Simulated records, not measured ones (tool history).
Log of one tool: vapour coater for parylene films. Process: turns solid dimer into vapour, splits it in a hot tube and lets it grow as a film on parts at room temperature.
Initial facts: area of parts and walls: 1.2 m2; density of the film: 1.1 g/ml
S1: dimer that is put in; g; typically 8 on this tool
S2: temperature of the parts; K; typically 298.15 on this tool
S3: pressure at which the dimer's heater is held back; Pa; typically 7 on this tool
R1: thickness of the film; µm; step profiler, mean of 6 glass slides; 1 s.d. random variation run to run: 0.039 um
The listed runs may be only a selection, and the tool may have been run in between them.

run   hour  S1      S2     S3    R1
  1      0   8  298.15      7  4.08
  2   22.9   8  298.15      7  4.11
  3   51.5  11  298.15      7   5.5
  4   80.1  11  293.15      7  6.71
  5  103.4  11  293.15      7  6.64
  6  126.1   8  291.15      7  5.27
  7  144.1   8  298.15      7   3.9
  8  163.6   8  298.15      7  3.92
  9  186.5   8  298.15      7  3.84
 10  207.5   8  298.15      7  3.88
 11  224.9   8  298.15      7  3.84
 12    243   8  298.15      7  3.77
 13  265.1   8  298.15      7  3.82
 14  280.9   8  298.15      7  3.82
 15    298   8  298.15      7  3.76
 16  326.6   8  294.15      7  4.38
 17  349.1   8  294.15      7  4.31
 18  370.4   8  294.15      7  4.25
 19  390.8   8  304.15      7  2.88
 20  407.6   8  299.15      7   3.4
 21  433.5   8  298.15      7  3.62
 22    460   8  298.15      7  3.53
 23  485.9   8  298.15      7  3.54
 24  503.1   8  298.15      7  3.58
 25  524.8   4  294.15   5.07  2.23
     530.2  -- trap's valve overhauled
 26  540.7   3  300.15   5.07   1.2
 27  563.1   8  299.15   2.18  3.99
 28  586.2  12  294.15    3.5  6.52
     601.2  -- trap's valve overhauled, once more
 29  616.4  12  294.15    3.5   7.9
 30  635.6  12  294.15    3.5  8.08
 31  659.5   5  298.15   3.39  2.88
 32  688.1   5  307.15   3.39  1.96
 33  701.7  10  300.15   3.32  5.11
 34  729.7  11  307.15    7.1  3.72
 35  746.3   8  298.15   3.25  4.47
 36  771.3   8  303.15   9.71     3
 37    788   8  303.15  10.01  2.96
 38  810.4   4  291.15   3.59  2.84
 39  831.4   4  291.15   3.59  2.83
 40  855.6  10  291.15   8.42  6.06
 41  870.9  10  291.15   8.42  5.99
 42  892.7   8  291.15      7  5.02
 43  907.6   8  291.15      7  5.02
 44  934.4   8  291.15      7  4.99
 45  956.2   3  291.15   3.56  2.05
 46  969.1   3  291.15   3.56  2.06

Consider 3 possible next runs. They are alternatives, not a sequence: every one starts from the tool as it was left by run 46. What does each give?
  A  987.9   5  294.15  2.82   ?
  B  987.9   7  298.15     7   ?
  C  987.9   6  290.15  2.01   ?

run    R1
  A  3.11
  B  3.21
  C  4.05
Take away the tool's hidden state, keep each run's random variation, and the runs would have read:
run    R1
  A  3.59
  B  3.71
  C  4.45

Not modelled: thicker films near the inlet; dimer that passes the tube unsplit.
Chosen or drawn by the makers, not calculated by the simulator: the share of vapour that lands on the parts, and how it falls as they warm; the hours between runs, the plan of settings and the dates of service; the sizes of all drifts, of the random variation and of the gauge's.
